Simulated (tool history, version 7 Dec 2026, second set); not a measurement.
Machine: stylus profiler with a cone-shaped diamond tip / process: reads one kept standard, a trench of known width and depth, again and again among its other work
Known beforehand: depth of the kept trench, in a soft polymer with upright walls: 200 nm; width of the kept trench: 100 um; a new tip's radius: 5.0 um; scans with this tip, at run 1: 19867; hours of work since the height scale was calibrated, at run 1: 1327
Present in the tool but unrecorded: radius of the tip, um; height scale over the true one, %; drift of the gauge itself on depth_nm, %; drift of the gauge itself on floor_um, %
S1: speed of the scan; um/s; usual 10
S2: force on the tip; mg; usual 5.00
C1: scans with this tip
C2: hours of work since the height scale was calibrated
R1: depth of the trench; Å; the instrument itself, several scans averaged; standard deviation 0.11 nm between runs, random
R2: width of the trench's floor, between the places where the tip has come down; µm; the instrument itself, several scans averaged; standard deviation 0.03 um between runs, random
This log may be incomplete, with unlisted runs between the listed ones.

run	hour	S1	S2	C1	C2	R1	R2
1	0.0	10	5.00	19867	1327	2006.8	95.71
2	81.7	10	3.58	20584	1375	2002.6	95.72
3	231.1	10	5.00	21896	1463	2006.1	95.63
4	303.2	10	5.00	22529	1505	2007.5	95.62
5	382.3	10	5.00	23223	1552	2005.3	95.60
6	459.7	10	5.00	23902	1597	2004.3	95.55
7	540.5	10	5.00	24611	1644	2007.1	95.48
8	690.1	10	5.00	25925	1732	2002.5	95.43
9	799.4	2	5.00	26884	1796	2002.8	95.45
10	923.3	18	3.08	27972	1869	1997.4	95.24
# hour 1013.9: height scale calibrated on a step standard
11	1027.0	18	5.14	28877	8	2021.8	95.26
12	1129.6	18	5.14	29778	68	2022.3	95.16
13	1192.2	20	5.00	30327	105	2021.5	95.19
14	1306.7	14	12.99	31333	172	2039.0	95.19
15	1450.3	7	9.03	32593	256	2031.1	95.15
16	1511.4	7	9.03	33129	292	2030.4	95.03

How would selected steps in R1 from run to run divide? Give the signed amount a tool lacking its hidden state would still show from settings, what came in and random variation, and the signed amount left for the hidden state, including any gauge scatter that is not in both of the compared results.
Run 10 -> 11: S2 3.08 -> 5.14, height scale calibrated on a step standard. R1 +24.4 Å: hidden state +18.8, all else +5.6.

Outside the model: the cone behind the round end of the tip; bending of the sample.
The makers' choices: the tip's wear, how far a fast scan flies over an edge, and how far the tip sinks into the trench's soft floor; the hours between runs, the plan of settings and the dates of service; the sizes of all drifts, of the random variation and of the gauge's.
